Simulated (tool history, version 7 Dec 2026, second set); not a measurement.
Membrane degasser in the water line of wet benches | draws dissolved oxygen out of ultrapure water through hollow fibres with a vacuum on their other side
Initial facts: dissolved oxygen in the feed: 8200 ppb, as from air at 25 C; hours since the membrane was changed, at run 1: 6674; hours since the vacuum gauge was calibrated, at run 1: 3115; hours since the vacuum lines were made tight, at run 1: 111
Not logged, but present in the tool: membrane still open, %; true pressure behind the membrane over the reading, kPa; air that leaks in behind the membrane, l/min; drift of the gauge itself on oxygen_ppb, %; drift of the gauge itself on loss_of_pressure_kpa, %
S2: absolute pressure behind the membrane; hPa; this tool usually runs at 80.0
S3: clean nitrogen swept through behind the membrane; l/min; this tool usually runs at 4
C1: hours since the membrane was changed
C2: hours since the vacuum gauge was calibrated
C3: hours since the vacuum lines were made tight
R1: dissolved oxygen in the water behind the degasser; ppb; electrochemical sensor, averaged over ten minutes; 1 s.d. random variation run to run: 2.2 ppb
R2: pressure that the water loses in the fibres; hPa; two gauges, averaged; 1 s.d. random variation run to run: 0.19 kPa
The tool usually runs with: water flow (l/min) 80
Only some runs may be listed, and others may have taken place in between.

{"run": 1, "day": 0.0, "water flow (l/min)": 80, "S2": 80.0, "S3": 4, "C1": 6674, "C2": 3115, "C3": 111, "R1": 224.0, "R2": 375.3}
{"run": 2, "day": 9.154, "water flow (l/min)": 80, "S2": 80.0, "S3": 4, "C1": 6893, "C2": 3334, "C3": 331, "R1": 222.3, "R2": 372.7}
{"run": 3, "day": 15.575, "water flow (l/min)": 80, "S2": 80.0, "S3": 4, "C1": 7048, "C2": 3489, "C3": 485, "R1": 222.6, "R2": 377.6}
{"run": 4, "day": 24.271, "water flow (l/min)": 80, "S2": 80.0, "S3": 4, "C1": 7256, "C2": 3697, "C3": 694, "R1": 223.1, "R2": 378.8}
{"run": 5, "day": 31.312, "water flow (l/min)": 80, "S2": 80.0, "S3": 4, "C1": 7425, "C2": 3866, "C3": 863, "R1": 225.8, "R2": 378.1}
{"run": 6, "day": 41.033, "water flow (l/min)": 80, "S2": 80.0, "S3": 4, "C1": 7659, "C2": 4100, "C3": 1096, "R1": 230.1, "R2": 376.0}
{"run": 7, "day": 46.342, "water flow (l/min)": 80, "S2": 74.3, "S3": 4, "C1": 7786, "C2": 4227, "C3": 1223, "R1": 201.6, "R2": 381.1}

Run 8, settings as shown, results not yet in. Your forecast:
{"run": 8, "day": 55.367, "water flow (l/min)": 80, "S2": 74.3, "S3": 4, "C1": 8003, "C2": 4444, "C3": 1440, "R1": "?", "R2": "?"}

R1: 201.4 ppb
R2: 378.9 hPa
Were there no unlogged condition in the tool, this run, its random variation unchanged, would have produced R1 194.5 ppb, R2 363.7 hPa.

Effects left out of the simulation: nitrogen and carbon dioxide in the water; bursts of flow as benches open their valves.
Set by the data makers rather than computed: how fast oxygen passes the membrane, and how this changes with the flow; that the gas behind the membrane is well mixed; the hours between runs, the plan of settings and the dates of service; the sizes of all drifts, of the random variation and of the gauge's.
